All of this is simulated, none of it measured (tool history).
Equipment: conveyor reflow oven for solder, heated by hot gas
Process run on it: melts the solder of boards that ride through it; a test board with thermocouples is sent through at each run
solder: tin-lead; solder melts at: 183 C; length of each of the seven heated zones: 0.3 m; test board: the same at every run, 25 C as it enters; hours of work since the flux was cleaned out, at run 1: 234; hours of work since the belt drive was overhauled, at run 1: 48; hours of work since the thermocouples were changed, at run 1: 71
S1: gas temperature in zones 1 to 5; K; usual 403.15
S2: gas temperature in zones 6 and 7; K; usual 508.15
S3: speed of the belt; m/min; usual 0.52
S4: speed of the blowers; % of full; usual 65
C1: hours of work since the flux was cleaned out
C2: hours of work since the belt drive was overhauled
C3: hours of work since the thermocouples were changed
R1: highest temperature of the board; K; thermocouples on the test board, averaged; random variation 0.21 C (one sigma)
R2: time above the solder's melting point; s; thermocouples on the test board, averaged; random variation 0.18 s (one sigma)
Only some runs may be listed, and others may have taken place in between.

run 1 hour=0 | S1=403.15 S2=508.15 S3=0.52 S4=65 | C1=234 C2=48 C3=71 | R1=487.25 R2=46.2
run 2 hour=23.2 | S1=403.15 S2=508.15 S3=0.52 S4=65 | C1=249 C2=63 C3=86 | R1=486.75 R2=46.2
run 3 hour=43.2 | S1=403.15 S2=508.15 S3=0.52 S4=65 | C1=262 C2=75 C3=99 | R1=486.85 R2=46.6
run 4 hour=58.3 | S1=412.15 S2=508.15 S3=0.52 S4=65 | C1=272 C2=85 C3=109 | R1=488.65 R2=50.5
run 5 hour=71.1 | S1=412.15 S2=508.15 S3=0.52 S4=65 | C1=280 C2=93 C3=117 | R1=488.25 R2=50.1
run 6 hour=98.2 | S1=412.15 S2=508.15 S3=0.52 S4=65 | C1=298 C2=111 C3=134 | R1=488.45 R2=50.1
run 7 hour=113 | S1=412.15 S2=508.15 S3=0.52 S4=65 | C1=307 C2=120 C3=144 | R1=488.65 R2=50.1
run 8 hour=139.4 | S1=403.15 S2=508.15 S3=0.52 S4=65 | C1=324 C2=137 C3=161 | R1=486.75 R2=45.7
run 9 hour=153.1 | S1=403.15 S2=508.15 S3=0.52 S4=69 | C1=333 C2=146 C3=170 | R1=487.65 R2=46.4
run 10 hour=173.3 | S1=403.15 S2=508.15 S3=0.52 S4=89 | C1=346 C2=159 C3=183 | R1=490.35 R2=49.8
run 11 hour=190.3 | S1=414.15 S2=508.15 S3=0.526 S4=56 | C1=357 C2=170 C3=194 | R1=486.55 R2=48.4
run 12 hour=201.9 | S1=394.15 S2=506.15 S3=0.573 S4=82 | C1=364 C2=178 C3=201 | R1=482.45 R2=36
run 13 hour=215.4 | S1=403.15 S2=508.15 S3=0.432 S4=65 | C1=373 C2=186 C3=210 | R1=492.75 R2=61.8
-- hour=230.1 flux residue cleaned out of gas plates and filters
run 14 hour=237.4 | S1=403.15 S2=508.15 S3=0.432 S4=65 | C1=5 C2=197 C3=221 | R1=494.25 R2=63.6
run 15 hour=262.5 | S1=403.15 S2=508.15 S3=0.432 S4=65 | C1=21 C2=214 C3=237 | R1=494.05 R2=63.3
run 16 hour=288.3 | S1=409.15 S2=510.15 S3=0.432 S4=65 | C1=38 C2=230 C3=254 | R1=496.65 R2=67.5

Alternative continuations, all from the tool just after run 16; predict every row:
run A hour=309.5 | S1=403.15 S2=510.15 S3=0.482 S4=65 | C1=51 C2=244 C3=267 | R1=? R2=?
run B hour=309.5 | S1=409.15 S2=502.15 S3=0.432 S4=77 | C1=51 C2=244 C3=267 | R1=? R2=?
run C hour=309.5 | S1=411.15 S2=508.15 S3=0.447 S4=79 | C1=51 C2=244 C3=267 | R1=? R2=?

run=A R1=492.55 R2=54.9
run=B R1=490.55 R2=64.1
run=C R1=495.85 R2=65.2
With the hidden condition removed and each run's random variation left untouched, the same runs would have given:
run=A R1=493.15 R2=55.1
run=B R1=491.15 R2=64.2
run=C R1=496.45 R2=65.2
